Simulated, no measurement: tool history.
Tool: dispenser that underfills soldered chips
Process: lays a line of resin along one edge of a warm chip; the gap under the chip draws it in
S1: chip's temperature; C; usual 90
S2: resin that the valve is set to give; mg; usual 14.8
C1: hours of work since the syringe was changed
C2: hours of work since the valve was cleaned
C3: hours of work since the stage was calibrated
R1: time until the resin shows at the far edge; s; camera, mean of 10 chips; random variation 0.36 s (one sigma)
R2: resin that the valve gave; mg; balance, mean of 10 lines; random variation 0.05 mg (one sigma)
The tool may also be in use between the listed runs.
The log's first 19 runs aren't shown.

run,hour,S1,S2,C1,C2,C3,R1,R2
# hour 140.8: new syringe of resin
20,145.7,76,18.3,3,55,59,48.4,17.48
# hour 148.5: dispensing valve cleaned and set on the balance
# hour 151.4: new syringe of resin
21,151.4,103,15.3,0,2,62,12.3,15.22
# hour 161.1: new syringe of resin
22,162.1,103,18.0,1,9,69,12.8,17.84
# hour 171.1: new syringe of resin
23,171.5,103,18.0,0,15,75,12.1,17.81
24,180.2,81,12.8,6,21,81,51.1,12.56
# hour 181.3: new syringe of resin
25,188.2,96,16.2,5,26,86,23.4,15.82
# hour 191.0: new syringe of resin
26,194.6,93,17.6,2,30,90,21.5,17.07
# hour 200.9: new syringe of resin
27,203.2,93,17.6,2,36,96,20.0,17.01
# hour 210.4: new syringe of resin
28,213.4,93,17.6,2,42,102,20.2,16.93
# hour 220.1: new syringe of resin
29,221.2,76,18.9,1,47,107,40.1,18.05
# hour 229.9: new syringe of resin
30,230.8,90,18.2,1,54,114,20.9,17.32
# hour 235.6: dispensing valve cleaned and set on the balance
31,239.9,93,16.1,6,3,119,28.8,16.00
# hour 241.1: new syringe of resin
# hour 250.7: new syringe of resin
32,250.7,82,16.9,0,10,126,28.5,16.80
# hour 260.8: new syringe of resin
33,261.7,92,17.4,1,17,133,19.2,17.12

Forecast each of these 4 alternatives for the next run:
# hour 270.6: new syringe of resin
A,271.0,104,15.0,0,23,139,?,?
# hour 270.6: new syringe of resin
B,271.0,92,18.9,0,23,139,?,?
# hour 270.6: new syringe of resin
C,271.0,94,18.7,0,23,139,?,?
# hour 270.6: new syringe of resin
D,271.0,90,13.3,0,23,139,?,?

run,R1,R2
A,12.6,14.68
B,19.7,18.49
C,18.3,18.25
D,22.3,13.03
Without the tool's hidden state the same runs would have given:
run,R1,R2
A,11.9,15.01
B,18.6,18.90
C,17.3,18.65
D,20.9,13.31
